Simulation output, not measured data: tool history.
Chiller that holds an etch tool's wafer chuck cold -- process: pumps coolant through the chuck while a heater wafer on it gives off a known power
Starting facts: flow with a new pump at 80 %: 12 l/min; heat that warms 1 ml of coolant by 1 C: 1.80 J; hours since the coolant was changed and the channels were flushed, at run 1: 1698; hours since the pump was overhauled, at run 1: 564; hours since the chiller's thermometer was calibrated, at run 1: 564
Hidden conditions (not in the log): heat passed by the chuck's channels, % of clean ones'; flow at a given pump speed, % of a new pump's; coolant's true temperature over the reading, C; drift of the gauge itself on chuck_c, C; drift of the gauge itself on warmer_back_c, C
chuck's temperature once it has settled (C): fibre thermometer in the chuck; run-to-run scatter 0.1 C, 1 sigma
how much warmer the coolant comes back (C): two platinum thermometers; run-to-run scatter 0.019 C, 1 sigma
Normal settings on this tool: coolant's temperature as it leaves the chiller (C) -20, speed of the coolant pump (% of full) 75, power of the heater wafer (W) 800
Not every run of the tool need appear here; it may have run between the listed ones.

run	hour	coolant's temperature as it leaves the chiller (C)	speed of the coolant pump (% of full)	power of the heater wafer (W)	hours since the coolant was changed and the channels were flushed	hours since the pump was overhauled	hours since the chiller's thermometer was calibrated	chuck's temperature once it has settled (C)	how much warmer the coolant comes back (C)
1	0.0	-20	75	800	1698	564	564	-11.5	2.38
2	205.1	-20	75	569	1903	769	769	-13.9	1.67
3	392.8	-20	75	569	2090	957	957	-14.0	1.68
4	572.5	-20	75	569	2270	1136	1136	-13.9	1.69
5	756.1	-20	75	569	2454	1320	1320	-14.1	1.66
6	843.1	-20	75	800	2541	1407	1407	-11.7	2.39
7	930.5	-20	75	685	2628	1494	1494	-12.8	2.04
8	1021.7	-20	75	685	2719	1586	1586	-12.7	2.06
9	1121.2	-20	75	685	2819	1685	1685	-12.6	2.04
10	1258.0	-20	75	685	2956	1822	1822	-12.7	2.03
11	1379.0	-20	75	685	3077	1943	1943	-13.0	2.02
12	1576.2	-21	75	800	3274	2140	2140	-12.5	2.38
13	1748.3	-21	75	800	3446	2312	2312	-12.6	2.40
14	1925.7	-21	75	800	3623	2490	2490	-12.5	2.38
15	2118.3	-20	75	927	3816	2682	2682	-10.2	2.75
16	2301.1	-29	75	800	3999	2865	2865	-20.3	2.39
# hour 2467.4: chiller's thermometer calibrated
17	2504.3	-29	75	800	4201	3067	37	-20.6	2.39
18	2670.7	-20	90	937	4367	3234	203	-11.3	2.29
19	2838.9	-30	75	937	4536	3402	372	-19.9	2.84
20	3000.7	-30	75	937	4697	3564	533	-20.2	2.79
21	3111.7	-20	68	800	4808	3675	644	-11.0	2.63
22	3294.2	-24	83	800	4991	3857	827	-16.0	2.13
# hour 3317.1: coolant changed, channels flushed
23	3412.9	-24	83	800	96	3970	939	-16.1	2.16
24	3506.7	-26	75	626	190	4064	1033	-19.6	1.86
25	3670.8	-20	75	1101	354	4228	1197	-8.4	3.29
26	3841.4	-20	75	1038	524	4398	1368	-9.1	3.08
27	4034.2	-27	75	804	717	4591	1561	-18.5	2.41
28	4244.9	-20	72	924	928	4802	1771	-10.2	2.87
29	4438.7	-12	98	1029	1122	4996	1965	-3.0	2.31
30	4568.5	-28	75	970	1251	5125	2095	-17.8	2.89
31	4693.7	-28	75	970	1377	5251	2220	-17.8	2.89

Entry by entry between the runs, the difference in hidden state between the last listed run before and the first listed run after:
After run 16, before run 17: chiller's thermometer calibrated (hour 2467.4)
  heat passed by the chuck's channels, % of clean ones': 99.8 -> 99.7
After run 22, before run 23: coolant changed, channels flushed (hour 3317.1)
  heat passed by the chuck's channels, % of clean ones': 99.7 -> 100
